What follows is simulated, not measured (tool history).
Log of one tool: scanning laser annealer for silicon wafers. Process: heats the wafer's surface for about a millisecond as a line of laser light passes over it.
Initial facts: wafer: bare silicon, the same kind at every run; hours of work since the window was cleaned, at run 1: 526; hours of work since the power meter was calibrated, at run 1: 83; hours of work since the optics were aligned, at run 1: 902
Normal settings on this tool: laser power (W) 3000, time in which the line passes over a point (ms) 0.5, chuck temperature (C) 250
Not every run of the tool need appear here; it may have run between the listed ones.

run,hour,laser power (W),time in which the line passes over a point (ms),chuck temperature (C),hours of work since the window was cleaned,hours of work since the power meter was calibrated,hours of work since the optics were aligned,highest temperature of the surface (C)
1,0,3000,0.5,250,526,83,902,1020
2,8.6,3000,0.512,250,530,87,906,1030
3,15.8,2565,0.5,250,533,90,909,908
4,20.3,3000,0.5,250,535,92,911,1026
5,29.2,3000,0.5,250,539,97,915,1024
6,36.7,3000,0.5,250,543,100,919,1021
7,40.8,3000,0.5,217,545,102,921,990
8,48.9,3000,0.5,250,548,106,925,1023
9,55.4,3000,0.5,250,552,109,928,1023
10,63.6,3000,0.5,250,555,113,931,1022
11,68.3,3214,0.409,276,558,115,934,1023
12,72.3,3214,0.409,276,559,117,935,1024
13,78.7,3000,0.5,229,562,120,938,1000
14,86.4,3000,0.5,229,566,123,942,1002
15,94.9,3280,0.376,260,570,127,946,989
16,102.8,3011,0.407,256,574,131,950,953
17,111.7,2714,0.458,250,578,135,954,912

Forecast each of these 3 alternatives for the next run:
A,119,2714,0.499,268,581,138,957,?
B,119,2852,0.5,250,581,138,957,?
C,119,2872,0.521,248,581,138,957,?

run,highest temperature of the surface (C)
A,963
B,981
C,1001
With no hidden state in the tool, these same runs would have given:
run,highest temperature of the surface (C)
A,979
B,998
C,1018

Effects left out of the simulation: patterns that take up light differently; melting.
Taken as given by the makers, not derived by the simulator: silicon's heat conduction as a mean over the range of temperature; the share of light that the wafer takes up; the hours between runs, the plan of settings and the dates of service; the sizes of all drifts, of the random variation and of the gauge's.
